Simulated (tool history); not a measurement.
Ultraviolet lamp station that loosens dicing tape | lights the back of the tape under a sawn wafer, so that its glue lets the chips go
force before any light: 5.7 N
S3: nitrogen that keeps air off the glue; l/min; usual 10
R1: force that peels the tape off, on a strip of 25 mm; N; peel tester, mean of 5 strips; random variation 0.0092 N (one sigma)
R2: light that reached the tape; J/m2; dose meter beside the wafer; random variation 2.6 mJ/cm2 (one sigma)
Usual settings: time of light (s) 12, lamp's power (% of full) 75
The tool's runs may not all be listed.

Run 1, hour 0.0: usual settings. Result: R1 0.743 N, R2 2380 J/m2.
Run 2, hour 36.2: usual settings. Result: R1 0.723 N, R2 2360 J/m2.
Run 3, hour 69.8: usual settings. Result: R1 0.722 N, R2 2380 J/m2.
Run 4, hour 99.2: usual settings but lamp's power (% of full) 70. Result: R1 0.871 N, R2 2190 J/m2.
Run 5, hour 121.7: usual settings but lamp's power (% of full) 63. Result: R1 1.067 N, R2 1960 J/m2.
Run 6, hour 159.6: usual settings but lamp's power (% of full) 85. Result: R1 0.615 N, R2 2620 J/m2.
Run 7, hour 200.8: usual settings but lamp's power (% of full) 60. Result: R1 1.120 N, R2 1810 J/m2.
Run 8, hour 240.9: usual settings but lamp's power (% of full) 60. Result: R1 1.170 N, R2 1740 J/m2.
Run 9, hour 263.9: usual settings but S3 19 l/min. Result: R1 0.568 N, R2 2240 J/m2.
Run 10, hour 304.6: usual settings but S3 19 l/min. Result: R1 0.559 N, R2 2230 J/m2.
Run 11, hour 336.2: usual settings but S3 19 l/min. Result: R1 0.580 N, R2 2140 J/m2.
Run 12, hour 366.2: usual settings but time of light (s) 21, lamp's power (% of full) 69, S3 19 l/min. Result: R1 0.251 N, R2 3460 J/m2.
Run 13, hour 397.8: usual settings but time of light (s) 9, lamp's power (% of full) 69, S3 8 l/min. Result: R1 1.731 N, R2 1500 J/m2.
Run 14, hour 439.8: usual settings but time of light (s) 7, lamp's power (% of full) 80, S3 13 l/min. Result: R1 1.566 N, R2 1310 J/m2.
Run 15, hour 469.0: usual settings but time of light (s) 17, lamp's power (% of full) 61. Result: R1 0.724 N, R2 2370 J/m2.
Run 16, hour 486.7: usual settings but time of light (s) 9, lamp's power (% of full) 61. Result: R1 1.804 N, R2 1270 J/m2.
Run 17, hour 506.8: usual settings but lamp's power (% of full) 62, S3 9 l/min. Result: R1 1.320 N, R2 1700 J/m2.
Run 18, hour 540.0: usual settings but time of light (s) 14, lamp's power (% of full) 63, S3 9 l/min. Result: R1 1.037 N, R2 2020 J/m2.
At hour 554.6: window cleaned of glue's vapour.
Run 19, hour 564.3: usual settings but time of light (s) 14, lamp's power (% of full) 63, S3 9 l/min. Result: R1 0.934 N, R2 2120 J/m2.

5 ways to go on from here, each from the tool as it stands after run 19. What would each give?
Run A, hour 588.7: usual settings but time of light (s) 7, lamp's power (% of full) 99, S3 4 l/min. Result: R1 ?, R2 ?.
Run B, hour 588.7: usual settings but time of light (s) 14, lamp's power (% of full) 89, S3 9 l/min. Result: R1 ?, R2 ?.
Run C, hour 588.7: usual settings but time of light (s) 8, lamp's power (% of full) 71, S3 15 l/min. Result: R1 ?, R2 ?.
Run D, hour 588.7: usual settings but time of light (s) 14, lamp's power (% of full) 63, S3 11 l/min. Result: R1 ?, R2 ?.
Run E, hour 588.7: usual settings but time of light (s) 14, lamp's power (% of full) 63, S3 3 l/min. Result: R1 ?, R2 ?.

run     R1    R2
  A  2.067  1600
  B  0.544  2950
  C  1.445  1370
  D  0.861  2100
  E  1.805  2060
Without the tool's hidden state the same runs would have given:
run     R1    R2
  A  1.209  2530
  B  0.243  4610
  C  0.719  2130
  D  0.371  3270
  E  1.003  3220
